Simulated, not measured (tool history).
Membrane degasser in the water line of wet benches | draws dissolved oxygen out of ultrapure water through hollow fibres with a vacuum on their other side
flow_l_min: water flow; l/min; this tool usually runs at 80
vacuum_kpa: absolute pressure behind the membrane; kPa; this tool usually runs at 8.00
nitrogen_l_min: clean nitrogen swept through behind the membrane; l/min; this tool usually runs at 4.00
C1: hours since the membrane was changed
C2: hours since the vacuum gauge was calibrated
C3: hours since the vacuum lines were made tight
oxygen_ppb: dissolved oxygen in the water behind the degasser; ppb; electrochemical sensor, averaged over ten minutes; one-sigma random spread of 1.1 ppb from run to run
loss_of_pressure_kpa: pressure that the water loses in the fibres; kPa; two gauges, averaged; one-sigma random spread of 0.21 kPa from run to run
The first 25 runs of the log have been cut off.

{"run": 26, "hour": 1216.8, "flow_l_min": 65, "vacuum_kpa": 8.0, "nitrogen_l_min": 6.12, "C1": 3382, "C2": 3777, "C3": 2045, "oxygen_ppb": 119.7, "loss_of_pressure_kpa": 39.13}
{"run": 27, "hour": 1286.2, "flow_l_min": 106, "vacuum_kpa": 6.17, "nitrogen_l_min": 6.12, "C1": 3451, "C2": 3846, "C3": 2114, "oxygen_ppb": 125.0, "loss_of_pressure_kpa": 63.59}
{"run": 28, "hour": 1341.9, "flow_l_min": 62, "vacuum_kpa": 10.47, "nitrogen_l_min": 4.0, "C1": 3507, "C2": 3902, "C3": 2170, "oxygen_ppb": 249.1, "loss_of_pressure_kpa": 37.02}
{"run": 29, "hour": 1389.2, "flow_l_min": 62, "vacuum_kpa": 10.47, "nitrogen_l_min": 4.0, "C1": 3554, "C2": 3949, "C3": 2218, "oxygen_ppb": 247.5, "loss_of_pressure_kpa": 36.72}
{"run": 30, "hour": 1420.8, "flow_l_min": 89, "vacuum_kpa": 11.76, "nitrogen_l_min": 10.03, "C1": 3586, "C2": 3981, "C3": 2249, "oxygen_ppb": 183.2, "loss_of_pressure_kpa": 53.04}
{"run": 31, "hour": 1493.1, "flow_l_min": 91, "vacuum_kpa": 9.43, "nitrogen_l_min": 10.03, "C1": 3658, "C2": 4053, "C3": 2321, "oxygen_ppb": 137.8, "loss_of_pressure_kpa": 53.89}
{"run": 32, "hour": 1523.8, "flow_l_min": 60, "vacuum_kpa": 14.51, "nitrogen_l_min": 10.59, "C1": 3689, "C2": 4084, "C3": 2352, "oxygen_ppb": 150.9, "loss_of_pressure_kpa": 35.53}
{"run": 33, "hour": 1572.0, "flow_l_min": 62, "vacuum_kpa": 8.31, "nitrogen_l_min": 3.21, "C1": 3737, "C2": 4132, "C3": 2400, "oxygen_ppb": 213.8, "loss_of_pressure_kpa": 36.92}

Here are 3 independent what-if runs from the current tool condition. What would each one return?
{"run": "A", "hour": 1624.6, "flow_l_min": 62, "vacuum_kpa": 6.95, "nitrogen_l_min": 3.21, "C1": 3790, "C2": 4185, "C3": 2453, "oxygen_ppb": "?", "loss_of_pressure_kpa": "?"}
{"run": "B", "hour": 1624.6, "flow_l_min": 55, "vacuum_kpa": 8.0, "nitrogen_l_min": 7.92, "C1": 3790, "C2": 4185, "C3": 2453, "oxygen_ppb": "?", "loss_of_pressure_kpa": "?"}
{"run": "C", "hour": 1624.6, "flow_l_min": 68, "vacuum_kpa": 5.21, "nitrogen_l_min": 3.96, "C1": 3790, "C2": 4185, "C3": 2453, "oxygen_ppb": "?", "loss_of_pressure_kpa": "?"}

run=A oxygen_ppb=158.1 loss_of_pressure_kpa=36.91
run=B oxygen_ppb=79.6 loss_of_pressure_kpa=32.54
run=C oxygen_ppb=80.0 loss_of_pressure_kpa=40.44
Take away the tool's hidden state, keep each run's random variation, and the runs would have read:
run=A oxygen_ppb=161.1 loss_of_pressure_kpa=36.89
run=B oxygen_ppb=81.1 loss_of_pressure_kpa=32.52
run=C oxygen_ppb=81.4 loss_of_pressure_kpa=40.42
